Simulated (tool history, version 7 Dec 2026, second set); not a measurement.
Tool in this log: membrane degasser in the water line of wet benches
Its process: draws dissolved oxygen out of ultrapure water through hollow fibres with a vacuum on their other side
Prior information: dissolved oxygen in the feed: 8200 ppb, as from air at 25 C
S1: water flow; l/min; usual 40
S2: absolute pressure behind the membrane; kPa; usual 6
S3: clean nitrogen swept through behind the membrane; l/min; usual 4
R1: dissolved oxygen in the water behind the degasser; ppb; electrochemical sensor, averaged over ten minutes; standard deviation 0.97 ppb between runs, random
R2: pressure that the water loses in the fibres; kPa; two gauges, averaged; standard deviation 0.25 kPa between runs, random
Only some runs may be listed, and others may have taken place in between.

run	day	S1	S2	S3	R1	R2
1	0	40	6	4	92.4	68.15
2	6.45	40	6	4	92.4	67.89
3	12.138	40	6	4	94.2	68.49
4	18.121	40	6	4	94.6	68.05
5	23.579	40	6	4	94	67.63
6	30.517	40	6	3.45	103.9	68.11
# day 30.908: vacuum gauge calibrated
7	34.525	40	6	3.66	101.5	67.84
8	37.746	62	6	4	174.6	106.16
# day 44.012: vacuum gauge calibrated, once more
9	44.012	40	6	1.85	161.1	68.25
10	48.912	50	3.88	3.31	72	85.52
11	55.571	58	6.86	10.98	115.9	98.58
12	62.021	60	4.35	4	114.9	102.47
13	66.496	60	10.6	10.03	178	102.16

4 options for the next run, each taken on its own from the tool as it stands now. Forecast them:
A	73.296	40	4.3	11.19	?	?
B	73.296	31	7.52	6.64	?	?
C	73.296	40	6	2	?	?
D	73.296	60	10.6	4.09	?	?

run	R1	R2
A	37.5	68.28
B	63.1	53.08
C	150	68.45
D	313	102.84
With the hidden condition removed and each run's random variation left untouched, the same runs would have given:
run	R1	R2
A	36	67.68
B	61.9	52.61
C	147.6	67.84
D	309.1	101.93
